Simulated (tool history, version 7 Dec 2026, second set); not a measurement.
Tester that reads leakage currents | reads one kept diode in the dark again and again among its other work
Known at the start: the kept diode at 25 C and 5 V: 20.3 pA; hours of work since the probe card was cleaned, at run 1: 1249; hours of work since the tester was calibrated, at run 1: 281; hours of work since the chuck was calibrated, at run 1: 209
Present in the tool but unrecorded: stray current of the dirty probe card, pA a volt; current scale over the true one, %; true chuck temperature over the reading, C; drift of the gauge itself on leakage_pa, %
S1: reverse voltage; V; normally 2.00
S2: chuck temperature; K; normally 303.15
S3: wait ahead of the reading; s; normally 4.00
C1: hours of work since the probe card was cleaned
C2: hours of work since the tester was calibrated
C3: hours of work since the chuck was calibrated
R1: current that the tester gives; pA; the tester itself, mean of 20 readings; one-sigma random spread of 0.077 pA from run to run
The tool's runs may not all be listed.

run	day	S1	S2	S3	C1	C2	C3	R1
1	0.000	2.00	303.15	4.00	1249	281	209	20.85
2	0.767	2.00	303.15	4.00	1257	289	217	20.87
3	1.412	2.00	303.15	4.00	1264	296	224	20.80
4	2.575	2.00	303.15	4.00	1276	308	237	20.88
5	3.638	2.00	303.15	4.00	1287	320	248	20.90
6	4.688	2.00	303.15	4.00	1299	331	259	21.23
7	5.783	2.00	303.15	0.92	1310	343	271	21.23
8	6.908	2.00	303.15	0.92	1322	355	283	21.09
9	8.054	2.00	303.15	3.07	1335	367	295	21.13
10	9.196	2.00	303.15	3.07	1347	379	308	21.33
11	10.146	2.00	303.15	3.07	1357	389	318	21.15
12	11.100	2.00	303.15	4.00	1367	400	328	21.24
13	12.012	2.00	303.15	4.00	1377	409	338	21.18
14	12.700	5.19	303.15	4.00	1384	417	345	36.18
15	13.750	5.19	303.15	4.00	1396	428	356	36.69
16	14.650	2.00	309.15	4.00	1405	438	366	35.88
17	15.921	12.03	309.15	4.00	1419	451	380	97.27
18	17.071	12.03	309.15	4.00	1431	464	392	97.45
19	17.758	12.03	309.15	4.00	1439	471	399	97.42
20	18.950	12.03	309.15	4.00	1451	484	412	97.62
21	19.983	12.03	301.15	0.46	1462	495	423	52.22

What does the tool deliver on the next run?
22	21.212	3.62	296.15	1.78	1476	508	436	?

Run 22 came out at R1 16.49 pA.
If the tool had no hidden condition, the same run with the same run-to-run variation would have returned R1 14.31 pA.
